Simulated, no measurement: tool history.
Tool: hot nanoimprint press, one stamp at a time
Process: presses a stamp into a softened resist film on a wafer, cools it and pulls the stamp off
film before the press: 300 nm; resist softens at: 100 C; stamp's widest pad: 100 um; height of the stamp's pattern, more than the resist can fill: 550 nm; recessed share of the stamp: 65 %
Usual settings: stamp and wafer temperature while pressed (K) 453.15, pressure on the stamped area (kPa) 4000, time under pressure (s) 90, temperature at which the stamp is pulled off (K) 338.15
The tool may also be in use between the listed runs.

run    day  stamp and wafer temperature while pressed (K)  pressure on the stamped area (kPa)  time under pressure (s)  temperature at which the stamp is pulled off (K)  resist left under the stamp's widest pad (angstrom)  greatest force while the stamp is pulled off (N)
  1  0.000                                         453.15                                4000                       90                                            338.15                                                 1291                                               316
  2  0.333                                         453.15                                4000                       64                                            338.15                                                 1483                                               310
  3  0.517                                         453.15                                5880                       90                                            338.15                                                 1065                                               322
  4  0.804                                         453.15                                4000                       90                                            338.15                                                 1309                                               312
  5  1.192                                         453.15                                4000                       90                                            338.15                                                 1299                                               326
  6  1.488                                         453.15                                4490                       90                                            338.15                                                 1226                                               325
  7  1.667                                         453.15                                4490                       90                                            338.15                                                 1235                                               322
  8  2.062                                         453.15                                4490                       90                                            338.15                                                 1239                                               342
  9  2.300                                         453.15                                4490                       90                                            338.15                                                 1255                                               324
     2.696  -- stamp cleaned and given a new release coat
 10  2.879                                         453.15                                4490                       90                                            338.15                                                 1228                                               162
 11  3.275                                         453.15                                4490                       90                                            338.15                                                 1240                                               164
 12  3.725                                         453.15                                4490                       90                                            338.15                                                 1236                                               167
 13  3.938                                         453.15                                4490                       90                                            338.15                                                 1251                                               166
 14  4.279                                         453.15                                4490                       90                                            338.15                                                 1244                                               173
 15  4.717                                         453.15                                4000                       90                                            333.15                                                 1319                                               187
 16  5.008                                         453.15                                4000                       90                                            336.15                                                 1331                                               177
 17  5.258                                         458.15                                4150                      109                                            331.15                                                  999                                               194
 18  5.612                                         458.15                                4150                      109                                            331.15                                                 1001                                               199
 19  5.917                                         458.15                                4150                       80                                            331.15                                                 1118                                               199
 20  6.108                                         446.15                                3310                       82                                            338.15                                                 1937                                               182
 21  6.542                                         453.15                                3870                       69                                            324.15                                                 1473                                               221
 22  6.788                                         448.15                                2540                      142                                            334.15                                                 1747                                               205
 23  6.975                                         448.15                                2540                      142                                            334.15                                                 1762                                               201

The next listed run, before its measurement:
 24  7.417                                         456.15                                4000                      143                                            344.15                                                    ?                                                 ?

Run 24 gave resist left under the stamp's widest pad (angstrom) 1004, greatest force while the stamp is pulled off (N) 172.
Without the tool's hidden state the same run would have given resist left under the stamp's widest pad (angstrom) 966, greatest force while the stamp is pulled off (N) 140.
